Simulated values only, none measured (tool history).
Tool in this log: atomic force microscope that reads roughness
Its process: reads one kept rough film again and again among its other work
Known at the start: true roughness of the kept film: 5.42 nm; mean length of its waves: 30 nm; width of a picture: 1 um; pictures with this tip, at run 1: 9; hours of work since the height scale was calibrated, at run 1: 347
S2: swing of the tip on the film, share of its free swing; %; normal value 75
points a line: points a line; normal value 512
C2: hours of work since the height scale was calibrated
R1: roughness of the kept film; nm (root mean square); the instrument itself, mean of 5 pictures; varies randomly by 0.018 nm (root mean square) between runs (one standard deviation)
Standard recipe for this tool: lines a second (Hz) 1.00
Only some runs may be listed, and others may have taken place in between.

run 1 hour=0.0 | lines_a_second_(Hz)=1.00 S2=75 points_a_line=512 | pictures_with_this_tip=9 C2=347 | R1=4.263
run 2 hour=13.4 | lines_a_second_(Hz)=1.00 S2=75 points_a_line=512 | pictures_with_this_tip=32 C2=355 | R1=3.962
run 3 hour=23.3 | lines_a_second_(Hz)=1.00 S2=75 points_a_line=604 | pictures_with_this_tip=49 C2=360 | R1=3.759
run 4 hour=35.7 | lines_a_second_(Hz)=1.00 S2=75 points_a_line=512 | pictures_with_this_tip=69 C2=367 | R1=3.563
run 5 hour=43.5 | lines_a_second_(Hz)=2.00 S2=75 points_a_line=512 | pictures_with_this_tip=83 C2=372 | R1=3.275
run 6 hour=59.3 | lines_a_second_(Hz)=1.00 S2=75 points_a_line=512 | pictures_with_this_tip=109 C2=381 | R1=3.236
run 7 hour=68.5 | lines_a_second_(Hz)=1.00 S2=58 points_a_line=512 | pictures_with_this_tip=125 C2=386 | R1=3.184
-- hour=82.6 new tip fitted
run 8 hour=82.6 | lines_a_second_(Hz)=1.00 S2=58 points_a_line=512 | pictures_with_this_tip=0 C2=394 | R1=4.518
run 9 hour=93.6 | lines_a_second_(Hz)=1.00 S2=58 points_a_line=512 | pictures_with_this_tip=18 C2=400 | R1=4.267
run 10 hour=105.3 | lines_a_second_(Hz)=1.04 S2=86 points_a_line=716 | pictures_with_this_tip=38 C2=407 | R1=3.755
run 11 hour=114.1 | lines_a_second_(Hz)=2.81 S2=90 points_a_line=1003 | pictures_with_this_tip=53 C2=412 | R1=2.999
-- hour=116.5 height scale calibrated on a step standard
run 12 hour=126.1 | lines_a_second_(Hz)=0.60 S2=68 points_a_line=272 | pictures_with_this_tip=72 C2=5 | R1=3.590
run 13 hour=142.2 | lines_a_second_(Hz)=0.99 S2=71 points_a_line=497 | pictures_with_this_tip=99 C2=15 | R1=3.333
run 14 hour=151.2 | lines_a_second_(Hz)=3.05 S2=55 points_a_line=740 | pictures_with_this_tip=114 C2=20 | R1=3.182
run 15 hour=166.1 | lines_a_second_(Hz)=3.05 S2=55 points_a_line=740 | pictures_with_this_tip=139 C2=28 | R1=3.011
-- hour=171.5 new tip fitted
run 16 hour=180.8 | lines_a_second_(Hz)=3.05 S2=55 points_a_line=740 | pictures_with_this_tip=15 C2=36 | R1=4.110

Predict each of these 3 candidate next runs independently; none follows another, all start after run 16:
run A hour=190.0 | lines_a_second_(Hz)=2.12 S2=72 points_a_line=512 | pictures_with_this_tip=31 C2=42 | R1=?
run B hour=190.0 | lines_a_second_(Hz)=1.00 S2=83 points_a_line=512 | pictures_with_this_tip=31 C2=42 | R1=?
run C hour=190.0 | lines_a_second_(Hz)=3.57 S2=55 points_a_line=740 | pictures_with_this_tip=31 C2=42 | R1=?

run=A R1=3.773
run=B R1=3.805
run=C R1=3.888
What these runs would have given with no unlogged condition in the tool:
run=A R1=4.257
run=B R1=4.292
run=C R1=4.386
